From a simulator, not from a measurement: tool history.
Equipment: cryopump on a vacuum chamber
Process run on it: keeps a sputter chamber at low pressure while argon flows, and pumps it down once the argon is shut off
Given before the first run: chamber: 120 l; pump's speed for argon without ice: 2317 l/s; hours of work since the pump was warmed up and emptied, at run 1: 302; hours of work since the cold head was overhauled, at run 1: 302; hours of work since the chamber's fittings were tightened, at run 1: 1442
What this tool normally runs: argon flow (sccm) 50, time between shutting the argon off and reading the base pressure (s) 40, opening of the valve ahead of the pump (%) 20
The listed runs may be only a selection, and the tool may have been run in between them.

| run | hour | argon flow (sccm) | time between shutting the argon off and reading the base pressure (s) | opening of the valve ahead of the pump (%) | hours of work since the pump was warmed up and emptied | hours of work since the cold head was overhauled | hours of work since the chamber's fittings were tightened | pressure while argon flows (Pa) | pressure after the wait (uPa) |
|---|---|---|---|---|---|---|---|---|---|
| 1 | 0 | 50 | 40 | 20 | 302 | 302 | 1442 | 0.1856 | 2.02 |
| 2 | 11.8 | 50 | 40 | 20 | 312 | 312 | 1452 | 0.1857 | 1.97 |
| 3 | 23.6 | 50 | 40 | 20 | 322 | 322 | 1462 | 0.1851 | 2.02 |
| 4 | 38.4 | 50 | 40 | 20 | 334 | 334 | 1474 | 0.1851 | 1.97 |
| 5 | 51.7 | 50 | 40 | 20 | 345 | 345 | 1485 | 0.1858 | 2.01 |
| 6 | 61.5 | 50 | 40 | 20 | 353 | 353 | 1493 | 0.186 | 2.08 |
| 7 | 74 | 50 | 40 | 29 | 364 | 364 | 1504 | 0.1293 | 2.01 |
| 8 | 94 | 50 | 40 | 20 | 381 | 381 | 1521 | 0.1865 | 2.12 |
| 9 | 112.9 | 89 | 40 | 20 | 396 | 396 | 1536 | 0.332 | 2.03 |
| 10 | 131.1 | 50 | 40 | 20 | 412 | 412 | 1552 | 0.1866 | 2.07 |
| 11 | 139.9 | 51 | 40 | 20 | 419 | 419 | 1559 | 0.1892 | 2.08 |
| 12 | 151.7 | 99 | 40 | 48 | 429 | 429 | 1569 | 0.1592 | 2.04 |
| 13 | 160.2 | 34 | 73 | 35 | 436 | 436 | 1576 | 0.0735 | 1.49 |
| 14 | 172.3 | 34 | 73 | 35 | 446 | 446 | 1586 | 0.0736 | 1.45 |
| 15 | 182.8 | 50 | 24 | 19 | 455 | 455 | 1595 | 0.1962 | 3.06 |
| 16 | 192.6 | 27 | 40 | 27 | 463 | 463 | 1603 | 0.0753 | 2.03 |
| 17 | 209.8 | 94 | 147 | 39 | 477 | 477 | 1617 | 0.1834 | 1.11 |
| 18 | 224.6 | 50 | 197 | 36 | 490 | 490 | 1630 | 0.1061 | 1.03 |
| 19 | 243.1 | 45 | 24 | 22 | 505 | 505 | 1645 | 0.1537 | 2.98 |
| 20 | 254.2 | 45 | 24 | 22 | 515 | 515 | 1655 | 0.1528 | 2.99 |
| 21 | 274.2 | 56 | 143 | 15 | 531 | 531 | 1671 | 0.279 | 1.11 |
| 22 | 287.3 | 56 | 143 | 15 | 542 | 542 | 1682 | 0.2778 | 1.13 |

Alternative continuations, all from the tool just after run 22; predict every row:
| A | 296.1 | 50 | 89 | 37 | 550 | 550 | 1690 | ? | ? |
| B | 296.1 | 50 | 148 | 20 | 550 | 550 | 1690 | ? | ? |
| C | 296.1 | 34 | 143 | 57 | 550 | 550 | 1690 | ? | ? |
| D | 296.1 | 88 | 242 | 17 | 550 | 550 | 1690 | ? | ? |

| run | pressure while argon flows (Pa) | pressure after the wait (uPa) |
|---|---|---|
| A | 0.1037 | 1.38 |
| B | 0.1886 | 1.08 |
| C | 0.0471 | 1.16 |
| D | 0.3855 | 0.95 |
Take away the tool's hidden state, keep each run's random variation, and the runs would have read:
| run | pressure while argon flows (Pa) | pressure after the wait (uPa) |
|---|---|---|
| A | 0.0984 | 0.75 |
| B | 0.1832 | 0.49 |
| C | 0.0435 | 0.54 |
| D | 0.3762 | 0.34 |

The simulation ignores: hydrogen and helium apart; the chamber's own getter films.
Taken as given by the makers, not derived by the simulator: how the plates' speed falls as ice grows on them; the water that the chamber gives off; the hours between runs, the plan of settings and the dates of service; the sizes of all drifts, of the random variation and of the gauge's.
